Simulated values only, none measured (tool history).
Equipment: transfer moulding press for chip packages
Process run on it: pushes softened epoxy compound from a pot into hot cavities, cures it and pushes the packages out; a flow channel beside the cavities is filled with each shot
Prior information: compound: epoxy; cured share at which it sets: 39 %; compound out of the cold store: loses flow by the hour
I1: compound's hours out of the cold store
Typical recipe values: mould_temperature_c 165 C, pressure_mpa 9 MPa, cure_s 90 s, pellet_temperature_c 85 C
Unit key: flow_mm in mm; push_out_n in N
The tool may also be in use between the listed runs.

{"run": 1, "hour": 0.0, "mould_temperature_c": 165, "pressure_mpa": 9, "cure_s": 90, "pellet_temperature_c": 85, "I1": 40.2, "flow_mm": 660, "push_out_n": 502}
{"hour": 3.9, "done": "cavities cleaned with cleaning compound and waxed"}
{"run": 2, "hour": 11.6, "mould_temperature_c": 165, "pressure_mpa": 9, "cure_s": 90, "pellet_temperature_c": 85, "I1": 46.2, "flow_mm": 633, "push_out_n": 504}
{"run": 3, "hour": 21.6, "mould_temperature_c": 165, "pressure_mpa": 9, "cure_s": 90, "pellet_temperature_c": 85, "I1": 29.8, "flow_mm": 692, "push_out_n": 523}
{"run": 4, "hour": 26.6, "mould_temperature_c": 165, "pressure_mpa": 9, "cure_s": 90, "pellet_temperature_c": 85, "I1": 28.5, "flow_mm": 690, "push_out_n": 492}
{"run": 5, "hour": 36.7, "mould_temperature_c": 165, "pressure_mpa": 9, "cure_s": 90, "pellet_temperature_c": 92, "I1": 45.8, "flow_mm": 644, "push_out_n": 474}
{"run": 6, "hour": 43.0, "mould_temperature_c": 165, "pressure_mpa": 9, "cure_s": 90, "pellet_temperature_c": 92, "I1": 45.7, "flow_mm": 653, "push_out_n": 510}
{"run": 7, "hour": 47.9, "mould_temperature_c": 172, "pressure_mpa": 9, "cure_s": 90, "pellet_temperature_c": 85, "I1": 23.2, "flow_mm": 684, "push_out_n": 430}
{"run": 8, "hour": 59.4, "mould_temperature_c": 172, "pressure_mpa": 9, "cure_s": 90, "pellet_temperature_c": 85, "I1": 21.2, "flow_mm": 693, "push_out_n": 439}
{"run": 9, "hour": 69.7, "mould_temperature_c": 172, "pressure_mpa": 9, "cure_s": 90, "pellet_temperature_c": 85, "I1": 43.2, "flow_mm": 634, "push_out_n": 431}
{"run": 10, "hour": 77.5, "mould_temperature_c": 172, "pressure_mpa": 9, "cure_s": 90, "pellet_temperature_c": 85, "I1": 16.4, "flow_mm": 713, "push_out_n": 427}
{"run": 11, "hour": 85.1, "mould_temperature_c": 172, "pressure_mpa": 9, "cure_s": 90, "pellet_temperature_c": 85, "I1": 9.9, "flow_mm": 732, "push_out_n": 439}

What does the tool deliver on the next run?
{"run": 12, "hour": 94.1, "mould_temperature_c": 172, "pressure_mpa": 9, "cure_s": 90, "pellet_temperature_c": 85, "I1": 24.6, "flow_mm": "?", "push_out_n": "?"}

{"run 12": {"flow_mm": 689, "push_out_n": 421}}
If the tool had no hidden condition, the same run with the same run-to-run variation would have returned flow_mm 689 mm, push_out_n 415 N.

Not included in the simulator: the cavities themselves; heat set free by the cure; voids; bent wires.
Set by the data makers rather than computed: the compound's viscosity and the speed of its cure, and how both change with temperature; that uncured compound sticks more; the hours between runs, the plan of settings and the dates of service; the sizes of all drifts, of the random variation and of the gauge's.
